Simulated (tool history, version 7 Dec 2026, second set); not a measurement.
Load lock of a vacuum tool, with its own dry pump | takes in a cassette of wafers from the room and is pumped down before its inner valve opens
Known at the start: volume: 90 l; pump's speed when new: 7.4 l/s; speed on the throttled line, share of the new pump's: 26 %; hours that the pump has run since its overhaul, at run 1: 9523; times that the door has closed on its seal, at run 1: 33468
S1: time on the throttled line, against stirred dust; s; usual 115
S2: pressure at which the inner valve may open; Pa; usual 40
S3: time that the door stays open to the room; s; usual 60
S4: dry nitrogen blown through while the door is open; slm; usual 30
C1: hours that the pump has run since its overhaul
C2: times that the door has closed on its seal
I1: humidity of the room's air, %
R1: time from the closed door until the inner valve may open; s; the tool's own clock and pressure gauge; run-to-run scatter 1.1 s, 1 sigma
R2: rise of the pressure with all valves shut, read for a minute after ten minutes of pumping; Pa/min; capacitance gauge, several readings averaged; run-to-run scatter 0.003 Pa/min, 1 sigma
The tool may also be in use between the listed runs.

run	hour	S1	S2	S3	S4	C1	C2	I1	R1	R2
1	0	115	40	60	30	9523	33468	46.1	195.6	0.109
2	144.2	115	40	60	30	9667	33881	45.8	194.3	0.104
3	334.1	115	40	60	30	9857	34426	45.7	197	0.117
# hour 473.8: dry pump taken out, an overhauled one fitted
4	548.2	115	40	60	30	74	35022	47.4	181.5	0.11
5	798.5	115	45	60	30	325	35739	44.9	181.5	0.116
6	990.8	115	45	60	30	517	36290	41.4	180.9	0.119
7	1212.2	83	67	65	5	738	36925	42.3	154.4	0.13
8	1337.7	83	67	65	5	864	37285	45.1	154.6	0.132
9	1487.8	83	44	65	10	1014	37715	45.4	160	0.132
10	1657.9	83	50	65	21	1184	38202	46.3	156.6	0.131
11	1887.2	83	50	65	21	1413	38859	44.1	155.6	0.134
12	2053	83	50	65	21	1579	39334	42.9	159.1	0.132

Predict each of these 3 candidate next runs independently; none follows another, all start after run 12:
A	2205.8	168	28	28	30	1732	39772	46.2	?	?
B	2205.8	69	40	76	30	1732	39772	48.1	?	?
C	2205.8	83	40	65	7	1732	39772	44.5	?	?

run	R1	R2
A	225.9	0.126
B	150.5	0.13
C	161.4	0.148
Without the tool's unlogged condition, the same runs would have read:
run	R1	R2
A	223.4	0.004
B	147.1	0.008
C	158.1	0.026

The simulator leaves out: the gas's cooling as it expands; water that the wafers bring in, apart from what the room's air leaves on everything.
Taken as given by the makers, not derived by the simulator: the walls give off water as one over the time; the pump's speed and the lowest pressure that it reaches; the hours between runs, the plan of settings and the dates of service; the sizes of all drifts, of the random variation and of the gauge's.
